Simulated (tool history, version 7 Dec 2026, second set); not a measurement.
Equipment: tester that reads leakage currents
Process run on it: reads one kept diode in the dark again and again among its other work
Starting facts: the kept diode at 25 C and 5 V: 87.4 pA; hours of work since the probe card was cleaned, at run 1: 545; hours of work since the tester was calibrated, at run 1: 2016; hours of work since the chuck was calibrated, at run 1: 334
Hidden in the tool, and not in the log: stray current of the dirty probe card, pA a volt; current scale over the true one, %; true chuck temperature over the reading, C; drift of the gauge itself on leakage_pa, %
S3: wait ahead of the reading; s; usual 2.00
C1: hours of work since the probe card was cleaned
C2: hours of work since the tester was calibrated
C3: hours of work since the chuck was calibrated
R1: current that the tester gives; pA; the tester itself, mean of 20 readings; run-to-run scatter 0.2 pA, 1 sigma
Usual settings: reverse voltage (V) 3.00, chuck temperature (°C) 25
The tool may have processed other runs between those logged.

{"run": 1, "hour": 0.0, "reverse voltage (V)": 3.0, "chuck temperature (°C)": 25, "S3": 2.0, "C1": 545, "C2": 2016, "C3": 334, "R1": 71.44}
{"run": 2, "hour": 112.3, "reverse voltage (V)": 3.0, "chuck temperature (°C)": 32, "S3": 2.0, "C1": 607, "C2": 2078, "C3": 396, "R1": 133.97}
{"run": 3, "hour": 231.5, "reverse voltage (V)": 3.0, "chuck temperature (°C)": 25, "S3": 2.0, "C1": 672, "C2": 2143, "C3": 461, "R1": 71.04}
{"run": 4, "hour": 303.7, "reverse voltage (V)": 3.0, "chuck temperature (°C)": 25, "S3": 2.0, "C1": 712, "C2": 2183, "C3": 501, "R1": 70.47}
{"run": 5, "hour": 430.0, "reverse voltage (V)": 3.0, "chuck temperature (°C)": 25, "S3": 2.0, "C1": 781, "C2": 2252, "C3": 570, "R1": 70.56}
{"hour": 488.4, "done": "tester calibrated"}
{"run": 6, "hour": 518.5, "reverse voltage (V)": 3.0, "chuck temperature (°C)": 25, "S3": 0.35, "C1": 829, "C2": 16, "C3": 618, "R1": 72.13}
{"run": 7, "hour": 635.5, "reverse voltage (V)": 3.0, "chuck temperature (°C)": 25, "S3": 0.35, "C1": 893, "C2": 81, "C3": 682, "R1": 72.1}
{"run": 8, "hour": 723.2, "reverse voltage (V)": 3.0, "chuck temperature (°C)": 25, "S3": 0.35, "C1": 941, "C2": 129, "C3": 730, "R1": 71.86}
{"run": 9, "hour": 824.4, "reverse voltage (V)": 3.0, "chuck temperature (°C)": 25, "S3": 0.35, "C1": 997, "C2": 184, "C3": 786, "R1": 71.97}
{"run": 10, "hour": 956.8, "reverse voltage (V)": 3.0, "chuck temperature (°C)": 25, "S3": 2.0, "C1": 1070, "C2": 257, "C3": 858, "R1": 70.25}
{"run": 11, "hour": 1062.9, "reverse voltage (V)": 3.82, "chuck temperature (°C)": 25, "S3": 2.0, "C1": 1128, "C2": 315, "C3": 917, "R1": 77.6}
{"run": 12, "hour": 1142.4, "reverse voltage (V)": 3.82, "chuck temperature (°C)": 25, "S3": 2.0, "C1": 1172, "C2": 359, "C3": 960, "R1": 78.07}
{"run": 13, "hour": 1268.9, "reverse voltage (V)": 3.82, "chuck temperature (°C)": 25, "S3": 2.0, "C1": 1241, "C2": 429, "C3": 1030, "R1": 77.58}
{"run": 14, "hour": 1337.0, "reverse voltage (V)": 3.0, "chuck temperature (°C)": 25, "S3": 2.0, "C1": 1278, "C2": 466, "C3": 1067, "R1": 70.33}
{"run": 15, "hour": 1416.3, "reverse voltage (V)": 3.0, "chuck temperature (°C)": 25, "S3": 2.0, "C1": 1322, "C2": 510, "C3": 1111, "R1": 70.29}
{"run": 16, "hour": 1548.4, "reverse voltage (V)": 3.0, "chuck temperature (°C)": 25, "S3": 2.0, "C1": 1395, "C2": 582, "C3": 1183, "R1": 69.63}
{"run": 17, "hour": 1664.0, "reverse voltage (V)": 3.0, "chuck temperature (°C)": 25, "S3": 2.0, "C1": 1458, "C2": 646, "C3": 1247, "R1": 69.99}
{"hour": 1774.5, "done": "chuck's temperature calibrated"}
{"run": 18, "hour": 1798.3, "reverse voltage (V)": 3.0, "chuck temperature (°C)": 25, "S3": 2.0, "C1": 1531, "C2": 718, "C3": 13, "R1": 72.86}
{"run": 19, "hour": 1890.6, "reverse voltage (V)": 3.0, "chuck temperature (°C)": 25, "S3": 2.0, "C1": 1581, "C2": 769, "C3": 64, "R1": 72.94}
{"run": 20, "hour": 2001.0, "reverse voltage (V)": 3.61, "chuck temperature (°C)": 25, "S3": 3.41, "C1": 1642, "C2": 830, "C3": 124, "R1": 79.01}
{"run": 21, "hour": 2067.7, "reverse voltage (V)": 3.17, "chuck temperature (°C)": 25, "S3": 2.0, "C1": 1679, "C2": 866, "C3": 161, "R1": 74.61}
{"run": 22, "hour": 2163.6, "reverse voltage (V)": 3.32, "chuck temperature (°C)": 32, "S3": 0.89, "C1": 1731, "C2": 919, "C3": 214, "R1": 141.93}

Predict the results of run 23:
{"run": 23, "hour": 2280.4, "reverse voltage (V)": 9.11, "chuck temperature (°C)": 25, "S3": 2.0, "C1": 1795, "C2": 983, "C3": 278, "R1": "?"}

Run 23 measured R1 118.24 pA.
On a tool with no hidden condition, and with the same random variation, this run would have come out at R1 112.93 pA.
